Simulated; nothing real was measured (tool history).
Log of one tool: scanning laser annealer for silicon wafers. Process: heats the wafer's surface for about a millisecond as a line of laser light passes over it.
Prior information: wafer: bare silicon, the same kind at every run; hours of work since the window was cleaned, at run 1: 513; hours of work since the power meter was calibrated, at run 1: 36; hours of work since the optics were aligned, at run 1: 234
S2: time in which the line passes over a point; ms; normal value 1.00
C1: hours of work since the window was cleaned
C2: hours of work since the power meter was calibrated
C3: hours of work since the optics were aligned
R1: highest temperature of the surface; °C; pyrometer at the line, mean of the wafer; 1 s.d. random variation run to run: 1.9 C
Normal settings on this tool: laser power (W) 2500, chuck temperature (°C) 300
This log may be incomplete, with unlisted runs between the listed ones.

{"run": 1, "hour": 0.0, "laser power (W)": 2500, "S2": 1.0, "chuck temperature (°C)": 300, "C1": 513, "C2": 36, "C3": 234, "R1": 1125}
{"run": 2, "hour": 11.2, "laser power (W)": 2500, "S2": 1.0, "chuck temperature (°C)": 300, "C1": 522, "C2": 45, "C3": 242, "R1": 1120}
{"run": 3, "hour": 18.8, "laser power (W)": 2500, "S2": 1.0, "chuck temperature (°C)": 300, "C1": 528, "C2": 51, "C3": 248, "R1": 1119}
{"run": 4, "hour": 31.0, "laser power (W)": 2500, "S2": 1.0, "chuck temperature (°C)": 300, "C1": 537, "C2": 60, "C3": 257, "R1": 1123}
{"run": 5, "hour": 44.2, "laser power (W)": 2500, "S2": 1.0, "chuck temperature (°C)": 300, "C1": 547, "C2": 70, "C3": 268, "R1": 1117}
{"run": 6, "hour": 52.6, "laser power (W)": 2500, "S2": 0.9, "chuck temperature (°C)": 300, "C1": 554, "C2": 77, "C3": 274, "R1": 1072}
{"run": 7, "hour": 66.3, "laser power (W)": 2500, "S2": 0.74, "chuck temperature (°C)": 300, "C1": 564, "C2": 87, "C3": 284, "R1": 990}
{"run": 8, "hour": 76.9, "laser power (W)": 2500, "S2": 0.91, "chuck temperature (°C)": 300, "C1": 572, "C2": 95, "C3": 293, "R1": 1075}
{"run": 9, "hour": 86.7, "laser power (W)": 2500, "S2": 0.85, "chuck temperature (°C)": 300, "C1": 580, "C2": 103, "C3": 300, "R1": 1050}
{"run": 10, "hour": 102.0, "laser power (W)": 2736, "S2": 1.02, "chuck temperature (°C)": 328, "C1": 592, "C2": 115, "C3": 312, "R1": 1251}
{"run": 11, "hour": 110.8, "laser power (W)": 2736, "S2": 1.02, "chuck temperature (°C)": 328, "C1": 598, "C2": 121, "C3": 319, "R1": 1252}
{"run": 12, "hour": 120.9, "laser power (W)": 2736, "S2": 1.02, "chuck temperature (°C)": 328, "C1": 606, "C2": 129, "C3": 326, "R1": 1249}
{"run": 13, "hour": 135.7, "laser power (W)": 2736, "S2": 0.75, "chuck temperature (°C)": 262, "C1": 617, "C2": 140, "C3": 338, "R1": 1039}
{"run": 14, "hour": 145.0, "laser power (W)": 2736, "S2": 0.75, "chuck temperature (°C)": 262, "C1": 625, "C2": 148, "C3": 345, "R1": 1043}
{"run": 15, "hour": 155.1, "laser power (W)": 2573, "S2": 0.86, "chuck temperature (°C)": 323, "C1": 632, "C2": 155, "C3": 353, "R1": 1103}
{"run": 16, "hour": 170.9, "laser power (W)": 2573, "S2": 0.86, "chuck temperature (°C)": 323, "C1": 644, "C2": 167, "C3": 365, "R1": 1097}
{"run": 17, "hour": 184.1, "laser power (W)": 2500, "S2": 0.85, "chuck temperature (°C)": 291, "C1": 655, "C2": 178, "C3": 375, "R1": 1033}

Pick out some run-to-run changes in R1. Of each, how much would a tool without hidden state show as well, from the settings, what came in and chance, and how much is left for the hidden state and any gauge scatter not in both results compared?
The tool's hidden condition here consists of: light that passes the window, % of a clean one's; laser's true power over the reading, %; width of the line over the set one, %; drift of the gauge itself on peak_c, C.
Run 9 -> 10: laser power (W) 2500 -> 2736, S2 0.85 -> 1.02, chuck temperature (°C) 300 -> 328. R1 +201 °C: hidden state -8, all else +209.
Run 12 -> 13: S2 1.02 -> 0.75, chuck temperature (°C) 328 -> 262. R1 -210 °C: hidden state +5, all else -215.
